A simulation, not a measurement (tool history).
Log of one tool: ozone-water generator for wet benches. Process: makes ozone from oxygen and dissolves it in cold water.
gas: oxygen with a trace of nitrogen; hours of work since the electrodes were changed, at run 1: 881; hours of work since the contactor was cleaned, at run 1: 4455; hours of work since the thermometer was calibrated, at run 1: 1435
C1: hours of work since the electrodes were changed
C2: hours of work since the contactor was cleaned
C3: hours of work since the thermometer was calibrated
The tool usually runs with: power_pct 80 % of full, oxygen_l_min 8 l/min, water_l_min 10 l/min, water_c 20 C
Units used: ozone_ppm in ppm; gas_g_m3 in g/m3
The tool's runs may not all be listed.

Run 1, hour 0: usual settings; C1 881; C2 4455; C3 1435. Result: ozone_ppm 37.4 ppm, gas_g_m3 263.7 g/m3.
Run 2, hour 31.3: usual settings; C1 901; C2 4474; C3 1455. Result: ozone_ppm 37.5 ppm, gas_g_m3 262.6 g/m3.
Run 3, hour 86.1: usual settings but water_l_min 8 l/min; C1 935; C2 4509; C3 1489. Result: ozone_ppm 42.5 ppm, gas_g_m3 263.9 g/m3.
Run 4, hour 138.9: usual settings but water_l_min 8 l/min; C1 968; C2 4542; C3 1523. Result: ozone_ppm 42.3 ppm, gas_g_m3 262.5 g/m3.
Run 5, hour 165.8: usual settings but power_pct 60 % of full; C1 985; C2 4559; C3 1540. Result: ozone_ppm 31.6 ppm, gas_g_m3 222.2 g/m3.
Run 6, hour 219.3: usual settings but oxygen_l_min 8.96 l/min; C1 1019; C2 4592; C3 1573. Result: ozone_ppm 36.7 ppm, gas_g_m3 252 g/m3.
Run 7, hour 250.3: usual settings but oxygen_l_min 8.96 l/min; C1 1038; C2 4612; C3 1592. Result: ozone_ppm 37.3 ppm, gas_g_m3 253.3 g/m3.
Run 8, hour 281.6: usual settings but oxygen_l_min 12.17 l/min; C1 1058; C2 4631; C3 1612. Result: ozone_ppm 35.5 ppm, gas_g_m3 226.5 g/m3.
Run 9, hour 333.8: usual settings but oxygen_l_min 12.17 l/min; C1 1091; C2 4664; C3 1645. Result: ozone_ppm 35.1 ppm, gas_g_m3 226.8 g/m3.
Run 10, hour 367.5: usual settings but oxygen_l_min 12.17 l/min; C1 1112; C2 4685; C3 1666. Result: ozone_ppm 35.2 ppm, gas_g_m3 224.4 g/m3.
Run 11, hour 409.3: usual settings but oxygen_l_min 12.17 l/min; C1 1138; C2 4711; C3 1692. Result: ozone_ppm 35.5 ppm, gas_g_m3 224.9 g/m3.
Run 12, hour 446.6: usual settings but power_pct 55 % of full, water_l_min 8 l/min; C1 1161; C2 4735; C3 1716. Result: ozone_ppm 33.7 ppm, gas_g_m3 211.6 g/m3.
Run 13, hour 488.8: usual settings but water_l_min 14 l/min; C1 1188; C2 4761; C3 1742. Result: ozone_ppm 30.9 ppm, gas_g_m3 261.8 g/m3.
Run 14, hour 520.1: usual settings but power_pct 98 % of full, water_c 18 C; C1 1208; C2 4781; C3 1762. Result: ozone_ppm 44.3 ppm, gas_g_m3 297.1 g/m3.
Run 15, hour 574.3: usual settings but water_l_min 8 l/min, water_c 15 C; C1 1242; C2 4815; C3 1796. Result: ozone_ppm 47.5 ppm, gas_g_m3 264.1 g/m3.

4 ways to go on from here, each from the tool as it stands after run 15. What would each give?
Run A, hour 622.1: usual settings but power_pct 41 % of full, oxygen_l_min 4.79 l/min, water_c 28 C; C1 1272; C2 4845; C3 1826. Result: ozone_ppm ?, gas_g_m3 ?.
Run B, hour 622.1: usual settings but power_pct 48 % of full, water_l_min 8 l/min, water_c 15 C; C1 1272; C2 4845; C3 1826. Result: ozone_ppm ?, gas_g_m3 ?.
Run C, hour 622.1: usual settings but oxygen_l_min 5.96 l/min, water_l_min 8 l/min, water_c 15 C; C1 1272; C2 4845; C3 1826. Result: ozone_ppm ?, gas_g_m3 ?.
Run D, hour 622.1: usual settings but power_pct 75 % of full, oxygen_l_min 6.46 l/min, water_c 21 C; C1 1272; C2 4845; C3 1826. Result: ozone_ppm ?, gas_g_m3 ?.

run  ozone_ppm  gas_g_m3
  A         22     217.3
  B       35.4     194.2
  C       48.9     290.4
  D       36.2     271.9
Without the tool's hidden state the same runs would have given:
run  ozone_ppm  gas_g_m3
  A       22.1     217.4
  B       35.4     194.2
  C         49     290.6
  D       36.3       272
